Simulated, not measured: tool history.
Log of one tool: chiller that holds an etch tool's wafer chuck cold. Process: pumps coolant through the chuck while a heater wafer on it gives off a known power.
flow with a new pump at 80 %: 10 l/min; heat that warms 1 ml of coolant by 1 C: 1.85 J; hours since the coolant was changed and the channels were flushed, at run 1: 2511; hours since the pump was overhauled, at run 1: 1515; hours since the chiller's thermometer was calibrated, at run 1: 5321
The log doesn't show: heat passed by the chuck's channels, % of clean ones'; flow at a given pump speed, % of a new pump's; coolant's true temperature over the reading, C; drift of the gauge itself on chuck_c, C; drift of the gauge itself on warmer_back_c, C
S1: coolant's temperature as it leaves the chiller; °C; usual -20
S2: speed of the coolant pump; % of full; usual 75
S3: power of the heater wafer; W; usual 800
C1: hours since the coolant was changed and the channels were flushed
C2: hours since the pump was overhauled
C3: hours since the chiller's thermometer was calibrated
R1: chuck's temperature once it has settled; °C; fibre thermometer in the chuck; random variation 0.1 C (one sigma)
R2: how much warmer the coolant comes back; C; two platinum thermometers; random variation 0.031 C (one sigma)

run	hour	S1	S2	S3	C1	C2	C3	R1	R2
1	0	-20	75	800	2511	1515	5321	-10.9	2.88
2	59.3	-20	93	800	2570	1574	5381	-12.3	2.27
3	101.4	-20	86	800	2612	1616	5423	-11.7	2.48
4	147.9	-20	86	800	2659	1663	5469	-11.8	2.46
5	182.4	-20	75	800	2693	1697	5504	-10.7	2.87
6	222	-20	75	800	2733	1737	5543	-10.6	2.89
7	264.3	-20	75	918	2775	1779	5586	-9.4	3.34
8	290.5	-20	75	918	2802	1805	5612	-9.2	3.37
9	323.1	-20	75	918	2834	1838	5644	-9.4	3.31
10	357.8	-20	75	476	2869	1873	5679	-14.2	1.73
11	385.2	-20	75	476	2896	1900	5707	-14.1	1.72
12	434.7	-20	89	800	2946	1950	5756	-11.9	2.37
13	475.4	-20	89	800	2986	1990	5797	-11.8	2.45
14	520.4	-11	71	438	3031	2035	5842	-5.4	1.66
# hour 567.7: chiller's thermometer calibrated
15	572.7	-20	76	459	3083	2087	5	-15	1.6
# hour 582.3: coolant pump overhauled
16	634.1	-10	94	960	3139	52	61	-1.1	2.76
17	676.1	-10	94	960	3181	94	103	-1.1	2.8
18	734.4	-10	94	960	3239	152	162	-1.1	2.85
19	784.6	-10	94	960	3290	202	212	-1	2.78
20	819.5	-11	65	767	3325	237	247	-0.8	3.43
21	872.9	-11	65	767	3378	291	300	-0.8	3.34

Forecast each of these 4 alternatives for the next run:
# hour 912.7: coolant pump overhauled, once more
A	912.7	-20	85	800	3413	0	335	?	?
# hour 912.7: coolant pump overhauled, once more
B	912.7	-20	75	709	3413	0	335	?	?
# hour 912.7: coolant pump overhauled, once more
C	912.7	-26	71	767	3413	0	335	?	?
# hour 912.7: coolant pump overhauled, once more
D	912.7	-22	75	800	3413	0	335	?	?

run	R1	R2
A	-12.4	2.47
B	-12.3	2.46
C	-17.2	2.84
D	-13.1	2.82
Without the tool's hidden state the same runs would have given:
run	R1	R2
A	-12.7	2.46
B	-12.7	2.44
C	-17.6	2.82
D	-13.5	2.8
